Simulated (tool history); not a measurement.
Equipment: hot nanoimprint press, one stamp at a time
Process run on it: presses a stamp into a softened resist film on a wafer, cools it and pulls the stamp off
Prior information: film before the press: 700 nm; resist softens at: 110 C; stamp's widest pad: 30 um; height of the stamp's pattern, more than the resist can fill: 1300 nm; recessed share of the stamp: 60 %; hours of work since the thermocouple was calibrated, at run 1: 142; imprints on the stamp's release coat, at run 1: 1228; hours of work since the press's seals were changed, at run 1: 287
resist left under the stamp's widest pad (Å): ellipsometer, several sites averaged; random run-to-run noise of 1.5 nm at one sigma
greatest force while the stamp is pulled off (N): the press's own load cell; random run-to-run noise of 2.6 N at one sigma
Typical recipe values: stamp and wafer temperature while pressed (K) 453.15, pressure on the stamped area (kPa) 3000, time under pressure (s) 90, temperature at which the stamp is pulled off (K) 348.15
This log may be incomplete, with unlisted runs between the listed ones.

run   hour  stamp and wafer temperature while pressed (K)  pressure on the stamped area (kPa)  time under pressure (s)  temperature at which the stamp is pulled off (K)  hours of work since the thermocouple was calibrated  imprints on the stamp's release coat  hours of work since the press's seals were changed  resist left under the stamp's widest pad (Å)  greatest force while the stamp is pulled off (N)
  1    0.0                                         453.15                                3000                       90                                            348.15                                                  142                                  1228                                                 287                                          3912                                               246
  2    9.0                                         453.15                                3000                      138                                            348.15                                                  147                                  1265                                                 292                                          3437                                               244
  3   19.8                                         453.15                                3000                      138                                            348.15                                                  154                                  1308                                                 299                                          3429                                               239
  4   31.8                                         453.15                                3000                       90                                            348.15                                                  162                                  1357                                                 306                                          3919                                               244
      44.7  -- stamp cleaned and given a new release coat
  5   44.7                                         453.15                                3000                       90                                            348.15                                                  166                                     1                                                 311                                          3874                                               217
  6   53.8                                         453.15                                4390                       90                                            348.15                                                  171                                    37                                                 316                                          3136                                               210
  7   66.0                                         453.15                                4390                       90                                            348.15                                                  179                                    86                                                 324                                          3177                                               212
  8   72.8                                         454.15                                3000                       90                                            348.15                                                  183                                   114                                                 328                                          3758                                               213
  9   84.6                                         454.15                                3000                       90                                            348.15                                                  190                                   162                                                 335                                          3775                                               220
 10   93.1                                         452.15                                2420                       76                                            337.15                                                  196                                   196                                                 340                                          4623                                               238
 11  106.3                                         442.15                                2420                       76                                            337.15                                                  204                                   249                                                 349                                          5826                                               234
 12  111.9                                         442.15                                2420                       76                                            337.15                                                  207                                   272                                                 352                                          5815                                               236
 13  120.1                                         442.15                                2650                       72                                            348.15                                                  212                                   305                                                 357                                          5674                                               220
 14  125.4                                         461.15                                3000                       90                                            349.15                                                  216                                   326                                                 360                                          3026                                               218
 15  133.1                                         464.15                                3870                       56                                            333.15                                                  220                                   357                                                 365                                          2811                                               243
 16  141.8                                         464.15                                2760                       56                                            337.15                                                  226                                   392                                                 371                                          3389                                               237
 17  147.2                                         442.15                                3000                       54                                            347.15                                                  229                                   414                                                 374                                          5749                                               225

3 options for the next run, each taken on its own from the tool as it stands now. Forecast them:
  A  158.5                                         443.15                                3000                      118                                            352.15                                                  236                                   460                                                 381                                             ?                                                 ?
  B  158.5                                         442.15                                3530                       54                                            347.15                                                  236                                   460                                                 381                                             ?                                                 ?
  C  158.5                                         452.15                                3000                       99                                            345.15                                                  236                                   460                                                 381                                             ?                                                 ?

run  resist left under the stamp's widest pad (Å)  greatest force while the stamp is pulled off (N)
  A                                          4804                                               217
  B                                          5500                                               226
  C                                          3850                                               224
Had the tool no hidden state, the same runs would have come out as:
run  resist left under the stamp's widest pad (Å)  greatest force while the stamp is pulled off (N)
  A                                          4910                                               209
  B                                          5589                                               217
  C                                          3939                                               215
